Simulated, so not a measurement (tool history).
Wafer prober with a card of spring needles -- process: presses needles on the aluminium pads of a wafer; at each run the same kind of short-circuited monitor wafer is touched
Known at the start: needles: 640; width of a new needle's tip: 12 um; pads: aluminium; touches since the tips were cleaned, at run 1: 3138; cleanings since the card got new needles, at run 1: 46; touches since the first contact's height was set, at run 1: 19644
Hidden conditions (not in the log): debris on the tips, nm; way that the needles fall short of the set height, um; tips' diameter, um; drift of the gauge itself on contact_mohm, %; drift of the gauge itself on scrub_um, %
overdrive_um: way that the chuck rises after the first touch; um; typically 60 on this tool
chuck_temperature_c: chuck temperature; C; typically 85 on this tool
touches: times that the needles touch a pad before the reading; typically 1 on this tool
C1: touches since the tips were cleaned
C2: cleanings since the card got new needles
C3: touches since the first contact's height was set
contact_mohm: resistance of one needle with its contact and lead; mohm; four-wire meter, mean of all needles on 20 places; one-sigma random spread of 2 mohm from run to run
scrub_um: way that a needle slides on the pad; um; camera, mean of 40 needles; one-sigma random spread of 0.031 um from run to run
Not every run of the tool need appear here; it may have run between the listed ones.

{"run": 1, "day": 0.0, "overdrive_um": 60, "chuck_temperature_c": 85, "touches": 1, "C1": 3138, "C2": 46, "C3": 19644, "contact_mohm": 273, "scrub_um": 7.43}
{"day": 1.279, "done": "tips cleaned on abrasive film"}
{"run": 2, "day": 3.288, "overdrive_um": 60, "chuck_temperature_c": 85, "touches": 1, "C1": 8250, "C2": 47, "C3": 33135, "contact_mohm": 306, "scrub_um": 7.46}
{"day": 3.571, "done": "tips cleaned on abrasive film"}
{"day": 5.642, "done": "tips cleaned on abrasive film"}
{"run": 3, "day": 5.712, "overdrive_um": 60, "chuck_temperature_c": 48, "touches": 1, "C1": 293, "C2": 49, "C3": 43056, "contact_mohm": 229, "scrub_um": 7.44}
{"day": 7.658, "done": "tips cleaned on abrasive film"}
{"run": 4, "day": 8.246, "overdrive_um": 60, "chuck_temperature_c": 48, "touches": 1, "C1": 2409, "C2": 50, "C3": 53432, "contact_mohm": 266, "scrub_um": 7.43}
{"day": 9.858, "done": "tips cleaned on abrasive film"}
{"run": 5, "day": 10.221, "overdrive_um": 60, "chuck_temperature_c": 85, "touches": 1, "C1": 1496, "C2": 51, "C3": 61533, "contact_mohm": 264, "scrub_um": 7.39}
{"run": 6, "day": 11.679, "overdrive_um": 60, "chuck_temperature_c": 85, "touches": 1, "C1": 7477, "C2": 51, "C3": 67514, "contact_mohm": 313, "scrub_um": 7.47}
{"day": 11.892, "done": "tips cleaned on abrasive film"}
{"day": 14.05, "done": "tips cleaned on abrasive film"}
{"run": 7, "day": 14.05, "overdrive_um": 60, "chuck_temperature_c": 85, "touches": 1, "C1": 0, "C2": 53, "C3": 77232, "contact_mohm": 234, "scrub_um": 7.32}
{"day": 16.279, "done": "tips cleaned on abrasive film"}
{"run": 8, "day": 17.042, "overdrive_um": 60, "chuck_temperature_c": 85, "touches": 1, "C1": 3129, "C2": 54, "C3": 89497, "contact_mohm": 275, "scrub_um": 7.38}
{"day": 18.317, "done": "tips cleaned on abrasive film"}
{"run": 9, "day": 19.696, "overdrive_um": 60, "chuck_temperature_c": 85, "touches": 1, "C1": 5654, "C2": 55, "C3": 100371, "contact_mohm": 301, "scrub_um": 7.33}
{"day": 20.612, "done": "tips cleaned on abrasive film"}
{"run": 10, "day": 22.125, "overdrive_um": 60, "chuck_temperature_c": 85, "touches": 1, "C1": 6213, "C2": 56, "C3": 110329, "contact_mohm": 298, "scrub_um": 7.33}
{"day": 22.729, "done": "tips cleaned on abrasive film"}
{"run": 11, "day": 24.383, "overdrive_um": 60, "chuck_temperature_c": 85, "touches": 1, "C1": 6786, "C2": 57, "C3": 119591, "contact_mohm": 308, "scrub_um": 7.3}
{"day": 24.762, "done": "tips cleaned on abrasive film"}
{"day": 26.808, "done": "tips cleaned on abrasive film"}
{"run": 12, "day": 26.829, "overdrive_um": 40, "chuck_temperature_c": 85, "touches": 1, "C1": 85, "C2": 59, "C3": 129596, "contact_mohm": 258, "scrub_um": 4.82}
{"run": 13, "day": 28.483, "overdrive_um": 40, "chuck_temperature_c": 85, "touches": 1, "C1": 6877, "C2": 59, "C3": 136388, "contact_mohm": 399, "scrub_um": 4.81}
{"day": 29.004, "done": "tips cleaned on abrasive film"}
{"day": 30.088, "done": "height of the first contact set anew"}
{"run": 14, "day": 30.404, "overdrive_um": 60, "chuck_temperature_c": 85, "touches": 1, "C1": 5698, "C2": 60, "C3": 1313, "contact_mohm": 300, "scrub_um": 7.17}
{"day": 31.033, "done": "tips cleaned on abrasive film"}
{"run": 15, "day": 32.342, "overdrive_um": 60, "chuck_temperature_c": 85, "touches": 1, "C1": 5364, "C2": 61, "C3": 9243, "contact_mohm": 304, "scrub_um": 7.14}
{"day": 33.054, "done": "tips cleaned on abrasive film"}
{"run": 16, "day": 34.5, "overdrive_um": 60, "chuck_temperature_c": 34, "touches": 1, "C1": 5935, "C2": 62, "C3": 18088, "contact_mohm": 296, "scrub_um": 7.13}
{"day": 35.258, "done": "tips cleaned on abrasive film"}
{"run": 17, "day": 36.129, "overdrive_um": 60, "chuck_temperature_c": 54, "touches": 1, "C1": 3578, "C2": 63, "C3": 24767, "contact_mohm": 282, "scrub_um": 7.11}
{"day": 37.429, "done": "tips cleaned on abrasive film"}
{"run": 18, "day": 38.075, "overdrive_um": 60, "chuck_temperature_c": 58, "touches": 1, "C1": 2665, "C2": 64, "C3": 32745, "contact_mohm": 274, "scrub_um": 7.09}
{"day": 39.579, "done": "tips cleaned on abrasive film"}
{"run": 19, "day": 41.304, "overdrive_um": 60, "chuck_temperature_c": 58, "touches": 1, "C1": 7090, "C2": 65, "C3": 45987, "contact_mohm": 316, "scrub_um": 7.08}

Run 20 is up next; what results do you expect?
{"day": 41.671, "done": "tips cleaned on abrasive film"}
{"day": 43.879, "done": "tips cleaned on abrasive film"}
{"run": 20, "day": 44.342, "overdrive_um": 67, "chuck_temperature_c": 85, "touches": 2, "C1": 1893, "C2": 67, "C3": 58418, "contact_mohm": "?", "scrub_um": "?"}

Logged for run 20: contact_mohm 245 mohm, scrub_um 7.96 um.
The same run, on a tool lacking any hidden state, would have yielded contact_mohm 221 mohm, scrub_um 8.36 um.
